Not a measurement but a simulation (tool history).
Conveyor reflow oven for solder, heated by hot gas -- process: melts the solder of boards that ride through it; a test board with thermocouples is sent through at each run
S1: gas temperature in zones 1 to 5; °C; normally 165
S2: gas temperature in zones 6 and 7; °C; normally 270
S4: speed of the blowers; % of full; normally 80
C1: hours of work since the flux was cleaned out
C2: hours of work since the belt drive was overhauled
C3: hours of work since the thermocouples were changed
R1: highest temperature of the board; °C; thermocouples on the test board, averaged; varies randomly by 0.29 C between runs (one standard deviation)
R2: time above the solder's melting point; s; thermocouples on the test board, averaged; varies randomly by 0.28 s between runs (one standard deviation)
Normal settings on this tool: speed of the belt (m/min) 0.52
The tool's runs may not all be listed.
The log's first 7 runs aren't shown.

{"run": 8, "day": 8.296, "S1": 165, "S2": 270, "speed of the belt (m/min)": 0.52, "S4": 77, "C1": 27, "C2": 668, "C3": 1027, "R1": 249.6, "R2": 63.7}
{"run": 9, "day": 9.579, "S1": 165, "S2": 270, "speed of the belt (m/min)": 0.52, "S4": 80, "C1": 45, "C2": 686, "C3": 1045, "R1": 250.1, "R2": 64.3}
{"run": 10, "day": 10.867, "S1": 165, "S2": 270, "speed of the belt (m/min)": 0.459, "S4": 80, "C1": 63, "C2": 704, "C3": 1063, "R1": 253.9, "R2": 78.5}
{"run": 11, "day": 11.575, "S1": 165, "S2": 270, "speed of the belt (m/min)": 0.459, "S4": 80, "C1": 73, "C2": 714, "C3": 1073, "R1": 253.2, "R2": 78.1}
{"run": 12, "day": 12.846, "S1": 165, "S2": 270, "speed of the belt (m/min)": 0.459, "S4": 80, "C1": 91, "C2": 732, "C3": 1091, "R1": 253.8, "R2": 77.8}
{"run": 13, "day": 13.779, "S1": 165, "S2": 270, "speed of the belt (m/min)": 0.52, "S4": 77, "C1": 105, "C2": 745, "C3": 1104, "R1": 249.1, "R2": 63.3}
{"run": 14, "day": 15.083, "S1": 165, "S2": 270, "speed of the belt (m/min)": 0.52, "S4": 77, "C1": 123, "C2": 763, "C3": 1123, "R1": 249.3, "R2": 62.8}
{"run": 15, "day": 15.796, "S1": 158, "S2": 270, "speed of the belt (m/min)": 0.52, "S4": 77, "C1": 133, "C2": 773, "C3": 1133, "R1": 247.6, "R2": 59}
{"run": 16, "day": 16.592, "S1": 158, "S2": 259, "speed of the belt (m/min)": 0.616, "S4": 78, "C1": 144, "C2": 785, "C3": 1144, "R1": 231.9, "R2": 30.6}
{"day": 16.854, "done": "belt drive overhauled, speed set with a stopwatch"}
{"run": 17, "day": 17.462, "S1": 158, "S2": 259, "speed of the belt (m/min)": 0.616, "S4": 78, "C1": 154, "C2": 9, "C3": 1154, "R1": 232.1, "R2": 31.7}
{"run": 18, "day": 18.621, "S1": 165, "S2": 270, "speed of the belt (m/min)": 0.52, "S4": 71, "C1": 171, "C2": 25, "C3": 1170, "R1": 248.1, "R2": 62.6}
{"run": 19, "day": 19.338, "S1": 179, "S2": 270, "speed of the belt (m/min)": 0.513, "S4": 50, "C1": 181, "C2": 35, "C3": 1180, "R1": 247.2, "R2": 67.6}
{"day": 19.725, "done": "belt drive overhauled, speed set with a stopwatch, once more"}
{"run": 20, "day": 20.462, "S1": 179, "S2": 270, "speed of the belt (m/min)": 0.513, "S4": 50, "C1": 194, "C2": 10, "C3": 1194, "R1": 245.6, "R2": 63}
{"run": 21, "day": 21.775, "S1": 167, "S2": 270, "speed of the belt (m/min)": 0.513, "S4": 50, "C1": 213, "C2": 29, "C3": 1212, "R1": 242.9, "R2": 54.2}
{"run": 22, "day": 22.838, "S1": 165, "S2": 260, "speed of the belt (m/min)": 0.52, "S4": 71, "C1": 228, "C2": 44, "C3": 1227, "R1": 238.1, "R2": 49.3}
{"day": 23.875, "done": "thermocouples of zones 6 and 7 changed"}
{"run": 23, "day": 23.95, "S1": 165, "S2": 260, "speed of the belt (m/min)": 0.52, "S4": 71, "C1": 242, "C2": 58, "C3": 1, "R1": 240.5, "R2": 52.3}
{"run": 24, "day": 24.912, "S1": 171, "S2": 285, "speed of the belt (m/min)": 0.52, "S4": 63, "C1": 256, "C2": 72, "C3": 15, "R1": 260.8, "R2": 74.1}
{"run": 25, "day": 25.733, "S1": 171, "S2": 285, "speed of the belt (m/min)": 0.52, "S4": 63, "C1": 267, "C2": 84, "C3": 26, "R1": 261.4, "R2": 73.4}
{"day": 26.092, "done": "flux residue cleaned out of gas plates and filters"}
{"run": 26, "day": 27.221, "S1": 165, "S2": 275, "speed of the belt (m/min)": 0.52, "S4": 74, "C1": 16, "C2": 102, "C3": 44, "R1": 255.2, "R2": 67.7}
{"run": 27, "day": 28.379, "S1": 165, "S2": 275, "speed of the belt (m/min)": 0.52, "S4": 74, "C1": 32, "C2": 118, "C3": 61, "R1": 254.9, "R2": 67.2}
{"run": 28, "day": 30.025, "S1": 165, "S2": 275, "speed of the belt (m/min)": 0.52, "S4": 74, "C1": 55, "C2": 141, "C3": 84, "R1": 255.1, "R2": 67.5}
{"run": 29, "day": 31.538, "S1": 165, "S2": 275, "speed of the belt (m/min)": 0.52, "S4": 74, "C1": 77, "C2": 163, "C3": 105, "R1": 254.8, "R2": 67.1}
{"run": 30, "day": 32.35, "S1": 165, "S2": 270, "speed of the belt (m/min)": 0.565, "S4": 59, "C1": 88, "C2": 174, "C3": 117, "R1": 243.6, "R2": 50.5}

Below are 3 alternative next runs, each starting from the tool's condition after run 30. Predict each:
{"run": "A", "day": 33.471, "S1": 154, "S2": 270, "speed of the belt (m/min)": 0.565, "S4": 59, "C1": 104, "C2": 190, "C3": 132, "R1": "?", "R2": "?"}
{"run": "B", "day": 33.471, "S1": 165, "S2": 270, "speed of the belt (m/min)": 0.452, "S4": 80, "C1": 104, "C2": 190, "C3": 132, "R1": "?", "R2": "?"}
{"run": "C", "day": 33.471, "S1": 165, "S2": 277, "speed of the belt (m/min)": 0.525, "S4": 52, "C1": 104, "C2": 190, "C3": 132, "R1": "?", "R2": "?"}

run=A R1=240.4 R2=43.5
run=B R1=256 R2=80.2
run=C R1=250.7 R2=61.3
Stripped of hidden state, with their random variation kept, the same runs would have yielded:
run=A R1=241.5 R2=44.7
run=B R1=257 R2=80.8
run=C R1=251.6 R2=62
